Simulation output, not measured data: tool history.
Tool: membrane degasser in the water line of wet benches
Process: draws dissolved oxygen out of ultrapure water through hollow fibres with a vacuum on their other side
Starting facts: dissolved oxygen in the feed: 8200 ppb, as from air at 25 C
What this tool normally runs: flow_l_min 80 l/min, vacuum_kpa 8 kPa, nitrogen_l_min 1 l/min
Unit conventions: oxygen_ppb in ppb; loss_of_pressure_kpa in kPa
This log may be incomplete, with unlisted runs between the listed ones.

{"run": 1, "day": 0.0, "flow_l_min": 80, "vacuum_kpa": 8, "nitrogen_l_min": 1, "oxygen_ppb": 717.6, "loss_of_pressure_kpa": 58.36}
{"run": 2, "day": 3.683, "flow_l_min": 80, "vacuum_kpa": 8, "nitrogen_l_min": 1, "oxygen_ppb": 714.8, "loss_of_pressure_kpa": 58.96}
{"run": 3, "day": 8.962, "flow_l_min": 80, "vacuum_kpa": 6.4, "nitrogen_l_min": 1, "oxygen_ppb": 523.4, "loss_of_pressure_kpa": 58.89}
{"run": 4, "day": 11.742, "flow_l_min": 80, "vacuum_kpa": 8, "nitrogen_l_min": 1, "oxygen_ppb": 717.2, "loss_of_pressure_kpa": 59.03}
{"run": 5, "day": 15.233, "flow_l_min": 80, "vacuum_kpa": 8, "nitrogen_l_min": 1, "oxygen_ppb": 721, "loss_of_pressure_kpa": 58.94}
{"run": 6, "day": 18.833, "flow_l_min": 80, "vacuum_kpa": 8, "nitrogen_l_min": 1, "oxygen_ppb": 720.9, "loss_of_pressure_kpa": 58.91}
{"run": 7, "day": 23.1, "flow_l_min": 80, "vacuum_kpa": 8, "nitrogen_l_min": 1, "oxygen_ppb": 720, "loss_of_pressure_kpa": 58.81}
{"run": 8, "day": 25.742, "flow_l_min": 80, "vacuum_kpa": 9.44, "nitrogen_l_min": 1, "oxygen_ppb": 877.6, "loss_of_pressure_kpa": 58.99}
{"run": 9, "day": 29.438, "flow_l_min": 80, "vacuum_kpa": 9.44, "nitrogen_l_min": 1, "oxygen_ppb": 882.6, "loss_of_pressure_kpa": 59.14}
{"run": 10, "day": 33.046, "flow_l_min": 80, "vacuum_kpa": 9.44, "nitrogen_l_min": 1, "oxygen_ppb": 880, "loss_of_pressure_kpa": 59.37}
{"run": 11, "day": 36.938, "flow_l_min": 80, "vacuum_kpa": 9.44, "nitrogen_l_min": 1, "oxygen_ppb": 889, "loss_of_pressure_kpa": 59.12}
{"run": 12, "day": 41.517, "flow_l_min": 80, "vacuum_kpa": 8, "nitrogen_l_min": 0.82, "oxygen_ppb": 798.5, "loss_of_pressure_kpa": 59.17}
{"run": 13, "day": 44.958, "flow_l_min": 80, "vacuum_kpa": 8, "nitrogen_l_min": 0.82, "oxygen_ppb": 797.4, "loss_of_pressure_kpa": 59.2}
{"run": 14, "day": 48.858, "flow_l_min": 80, "vacuum_kpa": 5.65, "nitrogen_l_min": 1, "oxygen_ppb": 438.9, "loss_of_pressure_kpa": 59.32}
{"run": 15, "day": 53.196, "flow_l_min": 80, "vacuum_kpa": 5.65, "nitrogen_l_min": 1, "oxygen_ppb": 437.5, "loss_of_pressure_kpa": 59.18}
{"run": 16, "day": 56.829, "flow_l_min": 80, "vacuum_kpa": 8, "nitrogen_l_min": 2.43, "oxygen_ppb": 430.2, "loss_of_pressure_kpa": 59.58}
{"run": 17, "day": 61.988, "flow_l_min": 80, "vacuum_kpa": 8, "nitrogen_l_min": 2.43, "oxygen_ppb": 433, "loss_of_pressure_kpa": 59.12}
{"run": 18, "day": 66.571, "flow_l_min": 80, "vacuum_kpa": 8, "nitrogen_l_min": 2.43, "oxygen_ppb": 433.8, "loss_of_pressure_kpa": 59.1}
{"run": 19, "day": 72.004, "flow_l_min": 80, "vacuum_kpa": 8, "nitrogen_l_min": 2.43, "oxygen_ppb": 432.4, "loss_of_pressure_kpa": 59.37}
{"run": 20, "day": 75.025, "flow_l_min": 80, "vacuum_kpa": 8, "nitrogen_l_min": 2.43, "oxygen_ppb": 432.5, "loss_of_pressure_kpa": 59.73}
{"run": 21, "day": 77.467, "flow_l_min": 80, "vacuum_kpa": 8, "nitrogen_l_min": 2.43, "oxygen_ppb": 432.7, "loss_of_pressure_kpa": 60.23}
{"day": 77.871, "done": "vacuum gauge calibrated"}
{"run": 22, "day": 82.458, "flow_l_min": 80, "vacuum_kpa": 8, "nitrogen_l_min": 0.69, "oxygen_ppb": 895.4, "loss_of_pressure_kpa": 59.8}
{"run": 23, "day": 85.325, "flow_l_min": 80, "vacuum_kpa": 8, "nitrogen_l_min": 0.69, "oxygen_ppb": 886.4, "loss_of_pressure_kpa": 59.54}
{"run": 24, "day": 88.612, "flow_l_min": 95, "vacuum_kpa": 8, "nitrogen_l_min": 1, "oxygen_ppb": 853.2, "loss_of_pressure_kpa": 70.97}
{"run": 25, "day": 93.775, "flow_l_min": 95, "vacuum_kpa": 8, "nitrogen_l_min": 1, "oxygen_ppb": 858, "loss_of_pressure_kpa": 71.02}
{"run": 26, "day": 98.588, "flow_l_min": 50, "vacuum_kpa": 17.28, "nitrogen_l_min": 1, "oxygen_ppb": 1234, "loss_of_pressure_kpa": 37.44}
{"run": 27, "day": 102.521, "flow_l_min": 48, "vacuum_kpa": 8, "nitrogen_l_min": 0.51, "oxygen_ppb": 727.4, "loss_of_pressure_kpa": 35.63}
{"day": 104.492, "done": "vacuum gauge calibrated, once more"}
{"run": 28, "day": 105.588, "flow_l_min": 49, "vacuum_kpa": 8, "nitrogen_l_min": 1.32, "oxygen_ppb": 377.5, "loss_of_pressure_kpa": 36.41}
{"run": 29, "day": 110.088, "flow_l_min": 95, "vacuum_kpa": 8.29, "nitrogen_l_min": 1.69, "oxygen_ppb": 658.9, "loss_of_pressure_kpa": 71.1}
{"run": 30, "day": 115.242, "flow_l_min": 103, "vacuum_kpa": 15.42, "nitrogen_l_min": 2.8, "oxygen_ppb": 1011.3, "loss_of_pressure_kpa": 77.47}
{"run": 31, "day": 118.717, "flow_l_min": 58, "vacuum_kpa": 8, "nitrogen_l_min": 0.8, "oxygen_ppb": 613.9, "loss_of_pressure_kpa": 43.68}
{"run": 32, "day": 123.158, "flow_l_min": 58, "vacuum_kpa": 8, "nitrogen_l_min": 0.8, "oxygen_ppb": 611, "loss_of_pressure_kpa": 43.51}

What if the next run were any one of these 4? Each begins from the tool's condition after run 32:
{"run": "A", "day": 127.392, "flow_l_min": 75, "vacuum_kpa": 7.56, "nitrogen_l_min": 2.51, "oxygen_ppb": "?", "loss_of_pressure_kpa": "?"}
{"run": "B", "day": 127.392, "flow_l_min": 80, "vacuum_kpa": 19.1, "nitrogen_l_min": 1.04, "oxygen_ppb": "?", "loss_of_pressure_kpa": "?"}
{"run": "C", "day": 127.392, "flow_l_min": 127, "vacuum_kpa": 11.31, "nitrogen_l_min": 1, "oxygen_ppb": "?", "loss_of_pressure_kpa": "?"}
{"run": "D", "day": 127.392, "flow_l_min": 58, "vacuum_kpa": 8, "nitrogen_l_min": 1.07, "oxygen_ppb": "?", "loss_of_pressure_kpa": "?"}

run=A oxygen_ppb=362.3 loss_of_pressure_kpa=56.15
run=B oxygen_ppb=1830.3 loss_of_pressure_kpa=60.01
run=C oxygen_ppb=1543.5 loss_of_pressure_kpa=95.41
run=D oxygen_ppb=509 loss_of_pressure_kpa=43.43
Had the tool no hidden state, the same runs would have come out as:
run=A oxygen_ppb=350.7 loss_of_pressure_kpa=54.78
run=B oxygen_ppb=1822.5 loss_of_pressure_kpa=58.54
run=C oxygen_ppb=1524 loss_of_pressure_kpa=93.08
run=D oxygen_ppb=501.8 loss_of_pressure_kpa=42.37
